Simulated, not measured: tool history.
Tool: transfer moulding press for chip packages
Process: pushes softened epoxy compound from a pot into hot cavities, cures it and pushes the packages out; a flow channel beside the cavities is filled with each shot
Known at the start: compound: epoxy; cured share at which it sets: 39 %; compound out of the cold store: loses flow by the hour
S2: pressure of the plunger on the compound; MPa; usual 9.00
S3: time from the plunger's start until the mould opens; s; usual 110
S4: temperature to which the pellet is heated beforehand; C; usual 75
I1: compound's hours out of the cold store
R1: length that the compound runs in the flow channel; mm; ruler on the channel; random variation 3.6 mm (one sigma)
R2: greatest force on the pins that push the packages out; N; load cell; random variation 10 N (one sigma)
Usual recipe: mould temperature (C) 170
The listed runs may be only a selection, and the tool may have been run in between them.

run 1 hour=0.0 | mould_temperature_(C)=170 S2=9.00 S3=110 S4=75 | I1=41.1 | R1=608 R2=538
run 2 hour=39.7 | mould_temperature_(C)=170 S2=9.00 S3=110 S4=75 | I1=29.8 | R1=619 R2=804
-- hour=48.6 cavities cleaned with cleaning compound and waxed
run 3 hour=86.7 | mould_temperature_(C)=170 S2=9.00 S3=110 S4=75 | I1=9.6 | R1=658 R2=792
-- hour=105.1 cavities cleaned with cleaning compound and waxed
run 4 hour=130.5 | mould_temperature_(C)=170 S2=8.36 S3=110 S4=75 | I1=31.3 | R1=585 R2=700
-- hour=163.1 cavities cleaned with cleaning compound and waxed
run 5 hour=175.7 | mould_temperature_(C)=170 S2=8.36 S3=110 S4=75 | I1=18.2 | R1=613 R2=599
-- hour=221.0 cavities cleaned with cleaning compound and waxed
run 6 hour=223.2 | mould_temperature_(C)=170 S2=9.00 S3=110 S4=75 | I1=39.3 | R1=584 R2=499
-- hour=237.3 plunger's sealing rings changed
run 7 hour=253.4 | mould_temperature_(C)=170 S2=9.61 S3=100 S4=73 | I1=11.7 | R1=732 R2=786
-- hour=279.7 cavities cleaned with cleaning compound and waxed
run 8 hour=279.7 | mould_temperature_(C)=163 S2=9.00 S3=110 S4=76 | I1=45.0 | R1=649 R2=639

Run 9, settings as shown, results not yet in. Your forecast:
run 9 hour=308.2 | mould_temperature_(C)=163 S2=9.00 S3=110 S4=76 | I1=39.7 | R1=? R2=?

R1: 663 mm
R2: 968 N
Had the tool carried no hidden state, the very same run would have given R1 672 mm, R2 618 N.

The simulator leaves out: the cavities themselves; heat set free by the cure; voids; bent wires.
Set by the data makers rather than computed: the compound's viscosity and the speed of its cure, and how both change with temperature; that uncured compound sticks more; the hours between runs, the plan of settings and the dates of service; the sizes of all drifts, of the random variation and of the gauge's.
